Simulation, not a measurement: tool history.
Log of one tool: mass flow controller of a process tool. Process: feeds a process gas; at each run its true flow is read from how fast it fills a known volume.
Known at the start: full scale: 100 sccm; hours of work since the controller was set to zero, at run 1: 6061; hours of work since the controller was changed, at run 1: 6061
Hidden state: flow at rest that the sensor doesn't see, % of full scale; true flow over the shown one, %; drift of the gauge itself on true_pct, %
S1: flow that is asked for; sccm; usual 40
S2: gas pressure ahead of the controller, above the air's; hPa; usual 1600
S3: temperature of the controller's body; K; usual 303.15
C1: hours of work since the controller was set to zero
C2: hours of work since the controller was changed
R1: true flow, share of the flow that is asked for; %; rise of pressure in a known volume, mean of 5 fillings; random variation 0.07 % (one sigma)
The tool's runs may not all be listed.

run      day   S1    S2      S3    C1    C2      R1
  1    0.000   40  1600  303.15  6061  6061   98.92
  2   11.604   40  1600  303.15  6258  6258   98.82
  3   24.021   40  1600  303.15  6468  6468   99.03
  4   43.383  100  1600  303.15  6796  6796   99.48
      59.967  -- controller's zero set anew
  5   59.967  100  2370  303.15     0  7077  100.19
      73.442  -- controller exchanged for a calibrated one
  6   78.550  100  2370  303.15    87    87  100.20
  7   96.546   40  1600  297.15   391   391   98.97
  8  112.392   40  1600  300.15   660   660   98.93
  9  130.121   40  1720  303.15   960   960   99.10
 10  144.800   40  1720  303.15  1209  1209   99.09
 11  162.075   23  1600  303.15  1502  1502   98.58
 12  177.196   40  1600  303.15  1758  1758   98.85
 13  188.204   40  1600  303.15  1944  1944   98.89
 14  207.396   40  1600  303.15  2270  2270   98.93
 15  217.079   40  1600  303.15  2434  2434   98.84
 16  231.179   40  1600  303.15  2673  2673   98.77
 17  245.883   40  1600  303.15  2922  2922   98.85
 18  262.242   40  1600  306.15  3199  3199   98.86
 19  273.983   40  1600  303.15  3398  3398   98.86
 20  286.775   40  2090  303.15  3615  3615   99.34
 21  306.475   46  1600  303.15  3948  3948   99.00
 22  322.892   46  1600  303.15  4227  4227   98.94
 23  339.375   40  1600  303.15  4506  4506   98.88
 24  356.442   40  1600  303.15  4795  4795   98.85
 25  365.975   40  1600  303.15  4956  4956   98.83
 26  382.979   40  1600  303.15  5245  5245   98.81
 27  395.638   13  2600  294.15  5459  5459   99.64
 28  406.208   13  2600  294.15  5638  5638   99.63
 29  423.004   29  1600  297.15  5923  5923   98.93
 30  438.279   29  1600  297.15  6182  6182   98.96
 31  449.588   15  2300  303.15  6373  6373   99.23
 32  469.783   79  2000  303.15  6715  6715   99.61
 33  481.950   79  2000  303.15  6921  6921   99.71
     491.942  -- controller's zero set anew
 34  500.542   79  2750  303.15   146  7236  100.31
     505.012  -- controller exchanged for a calibrated one
 35  510.962   79  2030  312.15   101   101   99.48
 36  529.029   12  1480  303.15   407   407   98.53
 37  544.854   12  2580  303.15   675   675   99.43
 38  558.104   12  2580  303.15   900   900   99.45
 39  568.146   95  1930  298.15  1070  1070   99.85
 40  585.025   95  1930  298.15  1356  1356   99.89
 41  604.733   95  1930  298.15  1690  1690   99.90
 42  616.500   95  1930  298.15  1889  1889   99.95
 43  631.154   40  2680  303.15  2137  2137   99.78
 44  650.050   40  1540  305.15  2457  2457   98.92
 45  662.071   40  1420  294.15  2661  2661   98.90

How the hidden state differs across the entries between the runs, from the last listed run before each to the first after it:
Between runs 4 and 5: controller's zero set anew (day 59.967)
  flow at rest that the sensor doesn't see, % of full scale: -0.006 -> 0
Between runs 5 and 6: controller exchanged for a calibrated one (day 73.442)
  true flow over the shown one, %: 0.01 -> 0
Between runs 33 and 34: controller's zero set anew (day 491.942)
  flow at rest that the sensor doesn't see, % of full scale: -0.006 -> 0
Between runs 34 and 35: controller exchanged for a calibrated one (day 505.012)
  true flow over the shown one, %: 0.01 -> 0
